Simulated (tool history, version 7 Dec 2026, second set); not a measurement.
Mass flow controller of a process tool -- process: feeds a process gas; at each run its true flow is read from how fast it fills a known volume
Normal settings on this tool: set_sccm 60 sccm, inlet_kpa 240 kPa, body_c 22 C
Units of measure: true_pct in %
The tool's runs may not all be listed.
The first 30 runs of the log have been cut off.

Run 31, day 178.100: usual settings but set_sccm 42 sccm, inlet_kpa 220 kPa. Result: true_pct 97.87 %.
Run 32, day 182.671: usual settings but set_sccm 42 sccm, inlet_kpa 220 kPa. Result: true_pct 97.73 %.
Run 33, day 188.354: usual settings but set_sccm 42 sccm, inlet_kpa 220 kPa. Result: true_pct 97.75 %.
Run 34, day 196.775: usual settings but set_sccm 97 sccm, inlet_kpa 257 kPa, body_c 23 C. Result: true_pct 99.34 %.
Run 35, day 201.021: usual settings but set_sccm 83 sccm, inlet_kpa 143 kPa, body_c 34 C. Result: true_pct 98.24 %.
Run 36, day 208.554: usual settings but set_sccm 26 sccm, inlet_kpa 277 kPa, body_c 38 C. Result: true_pct 96.03 %.
Run 37, day 216.867: usual settings but set_sccm 13 sccm, inlet_kpa 145 kPa, body_c 39 C. Result: true_pct 96.47 %.
Run 38, day 223.962: usual settings but set_sccm 13 sccm, inlet_kpa 145 kPa, body_c 39 C. Result: true_pct 96.35 %.
Run 39, day 232.042: usual settings but set_sccm 18 sccm, inlet_kpa 151 kPa, body_c 28 C. Result: true_pct 97.37 %.
Run 40, day 239.671: usual settings but set_sccm 59 sccm, inlet_kpa 155 kPa, body_c 33 C. Result: true_pct 97.67 %.
Run 41, day 247.667: usual settings but set_sccm 59 sccm, inlet_kpa 155 kPa, body_c 33 C. Result: true_pct 97.75 %.
Run 42, day 252.633: usual settings but set_sccm 59 sccm, inlet_kpa 244 kPa, body_c 33 C. Result: true_pct 97.44 %.
Run 43, day 259.417: usual settings but set_sccm 16 sccm, inlet_kpa 255 kPa, body_c 39 C. Result: true_pct 96.54 %.

What does the tool deliver on the next run?
Run 44, day 267.442: usual settings but set_sccm 33 sccm, inlet_kpa 155 kPa, body_c 39 C. Result: true_pct ?.

{"run 44": {"true_pct": 96.64}}
Were there no unlogged condition in the tool, this run, its random variation unchanged, would have produced true_pct 96.75 %.
